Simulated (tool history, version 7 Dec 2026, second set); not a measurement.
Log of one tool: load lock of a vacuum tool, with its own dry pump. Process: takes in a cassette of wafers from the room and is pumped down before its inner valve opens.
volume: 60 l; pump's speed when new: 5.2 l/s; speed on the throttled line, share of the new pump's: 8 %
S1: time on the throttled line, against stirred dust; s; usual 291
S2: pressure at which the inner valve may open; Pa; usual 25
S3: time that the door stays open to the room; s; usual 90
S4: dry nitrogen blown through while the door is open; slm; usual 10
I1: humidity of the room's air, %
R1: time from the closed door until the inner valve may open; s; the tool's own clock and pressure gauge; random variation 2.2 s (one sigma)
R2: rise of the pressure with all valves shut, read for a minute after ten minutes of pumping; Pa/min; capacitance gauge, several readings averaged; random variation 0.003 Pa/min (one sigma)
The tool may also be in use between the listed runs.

Run 1, hour 0: usual settings; I1 46.6. Result: R1 381.9 s, R2 0.063 Pa/min.
Run 2, hour 101.5: usual settings; I1 44.8. Result: R1 382.4 s, R2 0.054 Pa/min.
Run 3, hour 249.6: usual settings; I1 45.5. Result: R1 380.8 s, R2 0.059 Pa/min.
Run 4, hour 345.5: usual settings but S2 20 Pa; I1 47.6. Result: R1 383.1 s, R2 0.064 Pa/min.
At hour 426: dry pump taken out, an overhauled one fitted.
Run 5, hour 486.7: usual settings but S2 20 Pa; I1 41.8. Result: R1 365.4 s, R2 0.058 Pa/min.
Run 6, hour 576.8: usual settings but S2 20 Pa; I1 46.2. Result: R1 368.4 s, R2 0.067 Pa/min.
Run 7, hour 649: usual settings but S2 20 Pa, S3 69 s, S4 43 slm; I1 43.5. Result: R1 363.4 s, R2 0.04 Pa/min.
Run 8, hour 713.6: usual settings but S2 20 Pa, S3 69 s, S4 43 slm; I1 42.1. Result: R1 364.9 s, R2 0.04 Pa/min.
Run 9, hour 858.6: usual settings but S1 249 s, S2 21 Pa, S3 69 s, S4 43 slm; I1 44.2. Result: R1 326.4 s, R2 0.044 Pa/min.
Run 10, hour 993.5: usual settings but S1 386 s; I1 47. Result: R1 452.1 s, R2 0.069 Pa/min.
Run 11, hour 1102.4: usual settings but S1 204 s, S2 39 Pa, S3 57 s; I1 46.2. Result: R1 279.8 s, R2 0.062 Pa/min.

Forecast each of these 5 alternatives for the next run:
Run A, hour 1211.6: usual settings but S1 498 s, S2 19 Pa, S3 57 s; I1 45.1. Result: R1 ?, R2 ?.
Run B, hour 1211.6: usual settings but S1 445 s, S2 28 Pa, S4 14 slm; I1 45.4. Result: R1 ?, R2 ?.
Run C, hour 1211.6: usual settings but S1 204 s, S2 21 Pa, S3 29 s, S4 6 slm; I1 42.9. Result: R1 ?, R2 ?.
Run D, hour 1211.6: usual settings but S1 331 s, S2 34 Pa, S3 57 s, S4 11 slm; I1 41.6. Result: R1 ?, R2 ?.
Run E, hour 1211.6: usual settings but S4 39 slm; I1 45.1. Result: R1 ?, R2 ?.

run     R1     R2
  A  557.1  0.057
  B  501.1  0.061
  C  285.3  0.048
  D  393.3  0.055
  E    365  0.052
Without the tool's hidden state the same runs would have given:
run     R1     R2
  A  556.8  0.033
  B  500.8  0.038
  C  284.9  0.025
  D    393  0.032
  E  364.6  0.029

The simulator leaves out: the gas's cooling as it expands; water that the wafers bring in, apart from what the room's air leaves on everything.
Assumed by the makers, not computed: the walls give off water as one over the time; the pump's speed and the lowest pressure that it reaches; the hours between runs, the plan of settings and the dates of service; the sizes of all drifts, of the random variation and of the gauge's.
